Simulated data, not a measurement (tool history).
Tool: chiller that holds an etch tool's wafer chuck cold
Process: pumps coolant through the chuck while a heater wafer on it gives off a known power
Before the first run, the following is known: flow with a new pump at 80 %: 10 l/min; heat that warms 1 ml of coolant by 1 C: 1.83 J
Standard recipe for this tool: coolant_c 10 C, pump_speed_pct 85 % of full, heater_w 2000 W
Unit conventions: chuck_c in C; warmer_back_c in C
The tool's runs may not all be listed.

run	hour	coolant_c	pump_speed_pct	heater_w	chuck_c	warmer_back_c
1	0.0	10	85	2000	26.2	6.21
2	88.7	10	85	2000	26.2	6.19
3	190.8	10	68	2000	29.4	7.84
4	316.4	10	85	2000	26.2	6.25
5	421.2	10	85	2000	26.5	6.26
6	554.3	10	85	2000	26.2	6.27
7	691.1	10	85	2000	26.3	6.24
8	753.0	8	85	2000	24.2	6.25
9	856.7	10	85	2996	34.3	9.28
# hour 975.2: chiller's thermometer calibrated
10	983.7	10	85	2000	26.3	6.34
11	1111.7	10	71	2000	28.9	7.61
12	1217.2	10	71	2000	29.0	7.64
13	1323.5	10	85	2000	26.4	6.32
14	1443.0	10	85	2000	26.1	6.37
15	1556.9	10	85	2000	26.2	6.39
16	1660.7	10	85	2000	26.2	6.38
17	1804.4	7	85	1718	20.8	5.57
18	1930.7	14	83	1063	22.8	3.68
19	2012.8	10	68	1361	23.0	5.56
20	2088.1	10	68	1361	23.3	5.54
21	2192.5	10	68	1361	23.3	5.59
22	2291.3	10	68	1361	23.3	5.65
23	2408.4	1	68	2005	20.4	8.14

Expected results for the next run?
24	2469.7	19	99	2257	?	?

Run 24 came out at chuck_c 35.0 C, warmer_back_c 6.34 C.
Take away the tool's hidden state, keep the run-to-run variation as it was, and the same run would have given chuck_c 35.0 C, warmer_back_c 5.99 C.

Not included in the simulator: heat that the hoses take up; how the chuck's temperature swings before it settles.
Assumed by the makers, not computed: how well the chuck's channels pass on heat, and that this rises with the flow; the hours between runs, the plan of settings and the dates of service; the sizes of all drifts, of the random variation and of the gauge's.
